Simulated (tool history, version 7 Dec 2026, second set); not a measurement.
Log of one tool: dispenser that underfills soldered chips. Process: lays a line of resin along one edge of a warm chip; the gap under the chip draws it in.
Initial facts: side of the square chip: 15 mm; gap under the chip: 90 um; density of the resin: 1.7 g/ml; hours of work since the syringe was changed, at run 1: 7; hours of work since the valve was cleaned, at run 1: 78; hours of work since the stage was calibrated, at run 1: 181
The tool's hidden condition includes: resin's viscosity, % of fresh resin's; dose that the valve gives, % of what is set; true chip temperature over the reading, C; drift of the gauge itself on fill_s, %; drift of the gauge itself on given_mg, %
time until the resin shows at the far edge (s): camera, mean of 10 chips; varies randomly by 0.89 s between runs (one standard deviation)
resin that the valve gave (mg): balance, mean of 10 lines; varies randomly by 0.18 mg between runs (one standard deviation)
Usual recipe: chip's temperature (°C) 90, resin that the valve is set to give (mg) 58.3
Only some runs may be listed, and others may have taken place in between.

run   hour  chip's temperature (°C)  resin that the valve is set to give (mg)  hours of work since the syringe was changed  hours of work since the valve was cleaned  hours of work since the stage was calibrated  time until the resin shows at the far edge (s)  resin that the valve gave (mg)
  1    0.0                       90                                      58.3                                            7                                         78                                           181                                           109.6                           55.26
       0.6  -- new syringe of resin
  2    4.6                       90                                      73.5                                            3                                         80                                           184                                            87.1                           69.27
  3    8.0                       90                                      58.3                                            5                                         83                                           186                                            99.7                           54.86
      11.0  -- new syringe of resin
  4   13.8                       90                                      58.3                                            2                                         87                                           190                                            85.4                           54.88
  5   18.9                       90                                      58.3                                            5                                         90                                           193                                           100.3                           54.61
      21.2  -- new syringe of resin
  6   26.3                      101                                      58.3                                            3                                         95                                           198                                            56.6                           54.53
      32.0  -- dispensing valve cleaned and set on the balance
      32.7  -- new syringe of resin
  7   35.3                      101                                      58.3                                            2                                          2                                           204                                            52.7                           58.05
  8   42.0                      101                                      58.3                                            6                                          7                                           208                                            65.2                           57.83
      43.1  -- new syringe of resin
  9   48.9                      101                                      58.3                                            4                                         11                                           213                                            58.7                           57.69
      53.4  -- new syringe of resin
 10   55.7                      101                                      58.3                                            2                                         16                                           217                                            51.3                           57.79
 11   63.2                      101                                      58.3                                            7                                         21                                           222                                            65.1                           57.35
      64.1  -- new syringe of resin
 12   68.2                      104                                      58.3                                            3                                         24                                           225                                            46.8                           57.02
 13   71.8                      104                                      58.3                                            5                                         26                                           228                                            53.5                           57.24
      74.7  -- new syringe of resin
 14   78.9                       90                                      58.3                                            3                                         31                                           232                                            88.9                           56.77
 15   82.1                       90                                      58.3                                            5                                         33                                           235                                            95.9                           56.98
      85.1  -- new syringe of resin
 16   89.4                       90                                      58.3                                            3                                         38                                           239                                            88.3                           56.53
 17   94.9                       94                                      58.3                                            7                                         42                                           243                                            88.4                           56.37
      95.6  -- new syringe of resin
 18   98.7                       90                                      59.1                                            2                                         44                                           246                                            86.5                           57.26
 19  103.6                       90                                      62.0                                            5                                         47                                           249                                           101.9                           59.85
     105.9  -- new syringe of resin
 20  109.5                       78                                      50.3                                            2                                         51                                           253                                           161.0                           48.61
     116.5  -- new syringe of resin
 21  116.6                       78                                      50.3                                            0                                         56                                           257                                           138.8                           48.18
 22  122.9                       81                                      54.9                                            4                                         60                                           262                                           147.8                           52.77
     127.0  -- new syringe of resin
 23  130.2                       76                                      69.5                                            2                                         65                                           266                                           165.7                           65.86
 24  133.8                       76                                      69.5                                            5                                         67                                           269                                           189.4                           66.18
     137.6  -- new syringe of resin
 25  140.1                       92                                      58.3                                            2                                         71                                           273                                            76.6                           55.24
 26  146.2                       92                                      58.3                                            6                                         76                                           277                                            93.6                           55.36
     148.4  -- new syringe of resin
 27  150.4                       92                                      58.3                                            1                                         78                                           280                                            74.2                           55.42
 28  158.0                       89                                      69.1                                            7                                         83                                           285                                           107.7                           65.18
     158.9  -- new syringe of resin
 29  164.3                       89                                      69.1                                            4                                         87                                           289                                            95.3                           64.63
     169.6  -- new syringe of resin
 30  170.7                       90                                      60.9                                            1                                         92                                           293                                            79.5                           57.18
 31  177.7                       90                                      68.3                                            6                                         96                                           298                                           100.0                           64.08
     179.9  -- new syringe of resin
     181.4  -- dispensing valve cleaned and set on the balance
 32  182.8                       90                                      68.3                                            1                                          1                                           300                                            79.6                           68.33
 33  186.7                       90                                      68.3                                            4                                          4                                           303                                            90.2                           68.05
     191.2  -- new syringe of resin
 34  191.2                       76                                      54.8                                            0                                          6                                           306                                           145.4                           54.64

Hidden condition of the tool, last listed run before each entry between runs versus first listed run after:
Between runs 1 and 2: new syringe of resin (hour 0.6)
  resin's viscosity, % of fresh resin's: 137.8 -> 112.4; dose that the valve gives, % of what is set: 94.65 -> 94.45; true chip temperature over the reading, C: 1.25 -> 1.28
  the result without the hidden state subtracted from the measured one, time until the resin shows at the far edge (s): +25.8 -> +4.9; resin that the valve gave (mg): -3.13 -> -4.07
Between runs 3 and 4: new syringe of resin (hour 11.0)
  resin's viscosity, % of fresh resin's: 125.8 -> 109; dose that the valve gives, % of what is set: 94.3 -> 94.04; true chip temperature over the reading, C: 1.3 -> 1.33
  the result without the hidden state subtracted from the measured one, time until the resin shows at the far edge (s): +16.0 -> +2.6; resin that the valve gave (mg): -3.31 -> -3.47
Between runs 5 and 6: new syringe of resin (hour 21.2)
  resin's viscosity, % of fresh resin's: 129.2 -> 118; dose that the valve gives, % of what is set: 93.82 -> 93.47; true chip temperature over the reading, C: 1.35 -> 1.39
  the result without the hidden state subtracted from the measured one, time until the resin shows at the far edge (s): +18.1 -> +5.9; resin that the valve gave (mg): -3.60 -> -3.81
Between runs 6 and 7: dispensing valve cleaned and set on the balance (hour 32.0); new syringe of resin (hour 32.7)
  resin's viscosity, % of fresh resin's: 118 -> 110.7; dose that the valve gives, % of what is set: 93.47 -> 99.58; true chip temperature over the reading, C: 1.39 -> 1.43
  the result without the hidden state subtracted from the measured one, time until the resin shows at the far edge (s): +5.9 -> +2.0; resin that the valve gave (mg): -3.81 -> -0.25
Between runs 8 and 9: new syringe of resin (hour 43.1)
  resin's viscosity, % of fresh resin's: 138.4 -> 122.9; dose that the valve gives, % of what is set: 99.25 -> 98.96; true chip temperature over the reading, C: 1.47 -> 1.5
  the result without the hidden state subtracted from the measured one, time until the resin shows at the far edge (s): +15.0 -> +7.7; resin that the valve gave (mg): -0.44 -> -0.60
Between runs 9 and 10: new syringe of resin (hour 53.4)
  resin's viscosity, % of fresh resin's: 122.9 -> 107.5; dose that the valve gives, % of what is set: 98.96 -> 98.67; true chip temperature over the reading, C: 1.5 -> 1.54
  the result without the hidden state subtracted from the measured one, time until the resin shows at the far edge (s): +7.7 -> +0.3; resin that the valve gave (mg): -0.60 -> -0.77
Between runs 11 and 12: new syringe of resin (hour 64.1)
  resin's viscosity, % of fresh resin's: 137.8 -> 114.3; dose that the valve gives, % of what is set: 98.31 -> 98.1; true chip temperature over the reading, C: 1.58 -> 1.61
  the result without the hidden state subtracted from the measured one, time until the resin shows at the far edge (s): +14.5 -> +3.0; resin that the valve gave (mg): -0.98 -> -1.10
Between runs 13 and 14: new syringe of resin (hour 74.7)
  resin's viscosity, % of fresh resin's: 128.7 -> 114.1; dose that the valve gives, % of what is set: 97.96 -> 97.64; true chip temperature over the reading, C: 1.62 -> 1.66
  the result without the hidden state subtracted from the measured one, time until the resin shows at the far edge (s): +9.0 -> +4.8; resin that the valve gave (mg): -1.19 -> -1.37
Between runs 15 and 16: new syringe of resin (hour 85.1)
  resin's viscosity, % of fresh resin's: 127 -> 114.1; dose that the valve gives, % of what is set: 97.5 -> 97.18; true chip temperature over the reading, C: 1.68 -> 1.71
  the result without the hidden state subtracted from the measured one, time until the resin shows at the far edge (s): +14.4 -> +4.7; resin that the valve gave (mg): -1.46 -> -1.64
Between runs 17 and 18: new syringe of resin (hour 95.6)
  resin's viscosity, % of fresh resin's: 137.2 -> 111.6; dose that the valve gives, % of what is set: 96.94 -> 96.79; true chip temperature over the reading, C: 1.74 -> 1.76
  the result without the hidden state subtracted from the measured one, time until the resin shows at the far edge (s): +18.8 -> +2.5; resin that the valve gave (mg): -1.78 -> -1.90
Between runs 19 and 20: new syringe of resin (hour 105.9)
  resin's viscosity, % of fresh resin's: 131.2 -> 114.2; dose that the valve gives, % of what is set: 96.55 -> 96.31; true chip temperature over the reading, C: 1.79 -> 1.82
  the result without the hidden state subtracted from the measured one, time until the resin shows at the far edge (s): +17.7 -> +7.8; resin that the valve gave (mg): -2.14 -> -1.86
Between runs 20 and 21: new syringe of resin (hour 116.5)
  resin's viscosity, % of fresh resin's: 114.2 -> 100.9; dose that the valve gives, % of what is set: 96.31 -> 96.01; true chip temperature over the reading, C: 1.82 -> 1.85
  the result without the hidden state subtracted from the measured one, time until the resin shows at the far edge (s): +7.8 -> -10.9; resin that the valve gave (mg): -1.86 -> -2.00
Between runs 22 and 23: new syringe of resin (hour 127.0)
  resin's viscosity, % of fresh resin's: 124 -> 111.4; dose that the valve gives, % of what is set: 95.71 -> 95.38; true chip temperature over the reading, C: 1.89 -> 1.93
  the result without the hidden state subtracted from the measured one, time until the resin shows at the far edge (s): +17.8 -> +1.9; resin that the valve gave (mg): -2.37 -> -3.19
Between runs 24 and 25: new syringe of resin (hour 137.6)
  resin's viscosity, % of fresh resin's: 125.6 -> 109.6; dose that the valve gives, % of what is set: 95.22 -> 94.95; true chip temperature over the reading, C: 1.95 -> 1.98
  the result without the hidden state subtracted from the measured one, time until the resin shows at the far edge (s): +23.3 -> +0.4; resin that the valve gave (mg): -3.32 -> -2.94
Between runs 26 and 27: new syringe of resin (hour 148.4)
  resin's viscosity, % of fresh resin's: 134.3 -> 107.1; dose that the valve gives, % of what is set: 94.66 -> 94.47; true chip temperature over the reading, C: 2.01 -> 2.03
  the result without the hidden state subtracted from the measured one, time until the resin shows at the far edge (s): +17.4 -> -1.5; resin that the valve gave (mg): -3.12 -> -3.24
Between runs 28 and 29: new syringe of resin (hour 158.9)
  resin's viscosity, % of fresh resin's: 137.6 -> 120.3; dose that the valve gives, % of what is set: 94.15 -> 93.86; true chip temperature over the reading, C: 2.07 -> 2.11
  the result without the hidden state subtracted from the measured one, time until the resin shows at the far edge (s): +21.7 -> +8.0; resin that the valve gave (mg): -4.05 -> -4.24
Between runs 29 and 30: new syringe of resin (hour 169.6)
  resin's viscosity, % of fresh resin's: 120.3 -> 104.4; dose that the valve gives, % of what is set: 93.86 -> 93.58; true chip temperature over the reading, C: 2.11 -> 2.14
  the result without the hidden state subtracted from the measured one, time until the resin shows at the far edge (s): +8.0 -> -4.1; resin that the valve gave (mg): -4.24 -> -3.92
Between runs 31 and 32: new syringe of resin (hour 179.9); dispensing valve cleaned and set on the balance (hour 181.4)
  resin's viscosity, % of fresh resin's: 132.1 -> 106.5; dose that the valve gives, % of what is set: 93.27 -> 99.84; true chip temperature over the reading, C: 2.18 -> 2.2
  the result without the hidden state subtracted from the measured one, time until the resin shows at the far edge (s): +16.4 -> -3.2; resin that the valve gave (mg): -4.61 -> -0.11
Between runs 33 and 34: new syringe of resin (hour 191.2)
  resin's viscosity, % of fresh resin's: 121 -> 98.6; dose that the valve gives, % of what is set: 99.64 -> 99.43; true chip temperature over the reading, C: 2.22 -> 2.25
  the result without the hidden state subtracted from the measured one, time until the resin shows at the far edge (s): +7.6 -> -19.8; resin that the valve gave (mg): -0.24 -> -0.31
